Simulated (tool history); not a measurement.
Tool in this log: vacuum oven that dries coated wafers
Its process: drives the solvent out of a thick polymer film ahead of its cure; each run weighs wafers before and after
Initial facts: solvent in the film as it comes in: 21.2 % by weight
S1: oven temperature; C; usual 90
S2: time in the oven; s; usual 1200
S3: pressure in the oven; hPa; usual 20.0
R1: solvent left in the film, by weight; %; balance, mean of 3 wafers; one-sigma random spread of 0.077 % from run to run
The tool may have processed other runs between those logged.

run	hour	S1	S2	S3	R1
1	0.0	90	1200	20.0	7.41
2	15.4	90	2040	20.0	5.09
3	36.3	90	2040	20.0	5.19
4	61.9	90	2040	20.0	5.18
5	76.9	90	2040	20.0	4.25
6	92.5	90	2040	20.0	4.17
7	114.8	90	1200	28.4	7.22
8	139.0	90	1080	28.4	7.63
9	164.5	90	1080	28.4	7.57
10	181.9	93	1020	24.4	6.30
11	196.4	90	1200	13.4	5.19
12	209.5	83	720	46.0	14.89
13	220.5	84	1800	26.6	7.85
14	239.3	100	840	20.0	4.15
15	264.6	76	1200	10.2	10.56
16	286.5	82	1800	10.2	5.79
17	310.4	82	1800	10.2	5.87

Not shown here: 1 entry made in the log between runs. Locate each between two listed runs and compare the hidden state at the listed run before it with the hidden state at the listed run after it:
Runs 4 to 5: oven's thermocouples calibrated (hour 71.3)
  true wafer temperature over the reading, C: -3.26 -> 0.23; true pressure over the reading, kPa: 0.129 -> 0.131
  measured result minus the result with no hidden state, R1: +1.17 -> +0.14 %
